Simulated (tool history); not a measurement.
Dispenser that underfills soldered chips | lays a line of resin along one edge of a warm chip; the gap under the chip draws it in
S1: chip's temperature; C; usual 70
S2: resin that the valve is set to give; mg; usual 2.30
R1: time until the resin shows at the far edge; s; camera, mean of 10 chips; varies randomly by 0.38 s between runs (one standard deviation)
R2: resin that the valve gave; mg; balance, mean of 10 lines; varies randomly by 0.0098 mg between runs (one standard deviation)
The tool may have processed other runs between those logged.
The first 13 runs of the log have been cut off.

At day 1.812: new syringe of resin.
Run 14, day 1.846: usual settings but S1 68 C. Result: R1 25.8 s, R2 2.251 mg.
Run 15, day 1.954: usual settings but S1 68 C. Result: R1 27.8 s, R2 2.237 mg.
Run 16, day 2.162: usual settings but S1 68 C. Result: R1 31.6 s, R2 2.233 mg.
At day 2.192: new syringe of resin.
At day 2.275: dispensing valve cleaned and set on the balance.
Run 17, day 2.333: usual settings but S1 61 C. Result: R1 37.2 s, R2 2.298 mg.
Run 18, day 2.433: usual settings but S1 61 C. Result: R1 40.3 s, R2 2.294 mg.
Run 19, day 2.567: usual settings but S1 61 C. Result: R1 43.5 s, R2 2.290 mg.
At day 2.612: new syringe of resin.
Run 20, day 2.696: usual settings but S1 66 C. Result: R1 30.1 s, R2 2.299 mg.
Run 21, day 2.862: usual settings but S1 66 C. Result: R1 34.0 s, R2 2.282 mg.
At day 2.979: new syringe of resin.
Run 22, day 2.979: usual settings but S1 57 C, S2 2.53 mg. Result: R1 41.7 s, R2 2.522 mg.
Run 23, day 3.179: usual settings but S1 64 C, S2 2.94 mg. Result: R1 34.6 s, R2 2.918 mg.
Run 24, day 3.288: usual settings but S1 64 C, S2 2.29 mg. Result: R1 37.6 s, R2 2.267 mg.
At day 3.350: new syringe of resin.
Run 25, day 3.429: usual settings but S1 57 C, S2 2.22 mg. Result: R1 45.0 s, R2 2.197 mg.
Run 26, day 3.558: usual settings but S1 57 C, S2 2.48 mg. Result: R1 48.4 s, R2 2.443 mg.
Run 27, day 3.654: usual settings but S1 74 C, S2 2.07 mg. Result: R1 24.5 s, R2 2.049 mg.
At day 3.721: new syringe of resin.
Run 28, day 3.862: usual settings but S1 74 C, S2 2.07 mg. Result: R1 22.5 s, R2 2.047 mg.
Run 29, day 4.062: usual settings but S1 74 C, S2 2.07 mg. Result: R1 25.3 s, R2 2.049 mg.
At day 4.096: new syringe of resin.
Run 30, day 4.171: usual settings but S1 58 C, S2 2.04 mg. Result: R1 43.8 s, R2 2.023 mg.
Run 31, day 4.371: usual settings but S1 64 C, S2 2.40 mg. Result: R1 36.7 s, R2 2.351 mg.
At day 4.471: new syringe of resin.
Run 32, day 4.575: usual settings but S1 60 C, S2 2.40 mg. Result: R1 39.0 s, R2 2.366 mg.
Run 33, day 4.717: usual settings but S1 56 C, S2 2.39 mg. Result: R1 52.2 s, R2 2.340 mg.
At day 4.842: new syringe of resin.
Run 34, day 4.925: usual settings but S1 75 C, S2 2.13 mg. Result: R1 20.6 s, R2 2.063 mg.
Run 35, day 5.012: usual settings but S1 61 C, S2 2.62 mg. Result: R1 39.2 s, R2 2.575 mg.
Run 36, day 5.162: usual settings but S1 78 C, S2 2.15 mg. Result: R1 21.1 s, R2 2.074 mg.

Each row is a separate what-if for the run after 36, all from the same tool condition, not one after another. Results?
At day 5.217: new syringe of resin.
Run A, day 5.292: usual settings but S1 82 C. Result: R1 ?, R2 ?.
At day 5.217: new syringe of resin.
Run B, day 5.292: usual settings but S1 64 C, S2 2.45 mg. Result: R1 ?, R2 ?.
At day 5.217: new syringe of resin.
Run C, day 5.292: usual settings but S1 72 C, S2 2.96 mg. Result: R1 ?, R2 ?.
At day 5.217: new syringe of resin.
Run D, day 5.292: usual settings but S1 78 C, S2 2.84 mg. Result: R1 ?, R2 ?.

run    R1     R2
  A  15.4  2.247
  B  32.2  2.391
  C  22.3  2.893
  D  17.5  2.768
With no hidden state in the tool, these same runs would have given:
run    R1     R2
  A  14.0  2.303
  B  29.1  2.450
  C  20.3  2.965
  D  16.0  2.837

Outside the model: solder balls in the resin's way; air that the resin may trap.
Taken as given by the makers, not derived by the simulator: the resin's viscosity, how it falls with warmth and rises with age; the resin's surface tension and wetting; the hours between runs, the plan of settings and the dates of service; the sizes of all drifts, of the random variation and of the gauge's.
